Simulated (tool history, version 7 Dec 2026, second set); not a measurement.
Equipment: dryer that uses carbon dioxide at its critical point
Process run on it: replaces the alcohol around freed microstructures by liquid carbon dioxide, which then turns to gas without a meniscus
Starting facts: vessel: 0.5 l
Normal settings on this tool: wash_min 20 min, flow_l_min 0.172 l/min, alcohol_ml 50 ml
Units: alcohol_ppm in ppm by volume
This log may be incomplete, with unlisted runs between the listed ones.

run	day	wash_min	flow_l_min	alcohol_ml	alcohol_ppm
1	0.000	20	0.172	50	826
2	2.229	20	0.172	50	865
3	4.583	20	0.172	50	847
4	6.304	20	0.172	50	871
5	7.804	21	0.172	50	742
# day 8.958: purifier's bed changed
6	9.671	20	0.172	50	708
7	12.333	20	0.172	50	714
8	13.900	20	0.172	50	744
9	15.025	24	0.131	100	2196
10	16.104	30	0.286	42	19
11	18.104	14	0.218	22	588
12	20.508	14	0.218	22	604
13	21.979	14	0.218	22	612
14	23.696	20	0.284	85	85

What if the next run were any one of these 3? Each begins from the tool's condition after run 14:
A	25.933	18	0.174	85	?
B	25.933	15	0.171	33	?
C	25.933	20	0.170	85	?

run	alcohol_ppm
A	2079
B	1815
C	1439
Without the tool's unlogged condition, the same runs would have read:
run	alcohol_ppm
A	1564
B	1430
C	1053
